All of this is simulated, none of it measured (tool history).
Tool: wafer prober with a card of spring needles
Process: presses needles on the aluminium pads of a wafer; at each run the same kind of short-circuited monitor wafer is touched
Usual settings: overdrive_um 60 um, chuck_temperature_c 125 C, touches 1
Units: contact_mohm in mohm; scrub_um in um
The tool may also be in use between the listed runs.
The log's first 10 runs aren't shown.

| run | hour | overdrive_um | chuck_temperature_c | touches | contact_mohm | scrub_um |
|---|---|---|---|---|---|---|
|  | 91.9 | tips cleaned on abrasive film |
| 11 | 103.5 | 60 | 125 | 1 | 210 | 15.66 |
|  | 113.4 | tips cleaned on abrasive film |
| 12 | 115.6 | 60 | 125 | 1 | 205 | 15.57 |
| 13 | 124.5 | 60 | 125 | 1 | 209 | 15.65 |
| 14 | 134.4 | 41 | 125 | 1 | 221 | 10.66 |
|  | 135.3 | tips cleaned on abrasive film |
| 15 | 147 | 41 | 125 | 1 | 220 | 10.73 |
|  | 157.5 | tips cleaned on abrasive film |
|  | 158.3 | gauge calibrated |
| 16 | 161.5 | 66 | 93 | 1 | 196 | 17.05 |
| 17 | 172 | 44 | 125 | 1 | 217 | 11.35 |
|  | 179 | tips cleaned on abrasive film |
| 18 | 182.2 | 69 | 48 | 1 | 187 | 17.87 |
| 19 | 194 | 60 | 56 | 1 | 191 | 15.51 |
|  | 201.4 | tips cleaned on abrasive film |
| 20 | 206 | 68 | 38 | 1 | 188 | 17.57 |
| 21 | 212.7 | 41 | 29 | 1 | 196 | 10.67 |
|  | 223.3 | tips cleaned on abrasive film |
| 22 | 223.3 | 57 | 33 | 1 | 191 | 14.76 |
| 23 | 237.8 | 65 | 33 | 2 | 184 | 16.83 |
| 24 | 244.3 | 65 | 125 | 2 | 206 | 16.84 |
|  | 245.8 | tips cleaned on abrasive film |
| 25 | 252.5 | 78 | 71 | 2 | 192 | 20.25 |
| 26 | 261 | 43 | 71 | 1 | 206 | 11.2 |
|  | 267.5 | tips cleaned on abrasive film |
| 27 | 275 | 43 | 71 | 1 | 205 | 11.24 |
|  | 282.8 | height of the first contact set anew |
| 28 | 288.6 | 43 | 71 | 1 | 205 | 11.27 |
|  | 289.4 | tips cleaned on abrasive film |
| 29 | 300.4 | 43 | 35 | 1 | 196 | 11.27 |
|  | 310.8 | tips cleaned on abrasive film |
| 30 | 312.4 | 66 | 26 | 1 | 183 | 17.34 |

Forecast each of these 5 alternatives for the next run:
| A | 325.1 | 74 | 99 | 3 | ? | ? |
| B | 325.1 | 62 | 87 | 2 | ? | ? |
| C | 325.1 | 48 | 125 | 1 | ? | ? |
| D | 325.1 | 48 | 26 | 1 | ? | ? |
| E | 325.1 | 60 | 118 | 1 | ? | ? |

| run | contact_mohm | scrub_um |
|---|---|---|
| A | 194 | 19.29 |
| B | 200 | 16.26 |
| C | 217 | 12.5 |
| D | 190 | 12.6 |
| E | 205 | 15.8 |
Without the tool's hidden state the same runs would have given:
| run | contact_mohm | scrub_um |
|---|---|---|
| A | 194 | 18.92 |
| B | 200 | 15.95 |
| C | 217 | 12.26 |
| D | 190 | 12.35 |
| E | 204 | 15.5 |

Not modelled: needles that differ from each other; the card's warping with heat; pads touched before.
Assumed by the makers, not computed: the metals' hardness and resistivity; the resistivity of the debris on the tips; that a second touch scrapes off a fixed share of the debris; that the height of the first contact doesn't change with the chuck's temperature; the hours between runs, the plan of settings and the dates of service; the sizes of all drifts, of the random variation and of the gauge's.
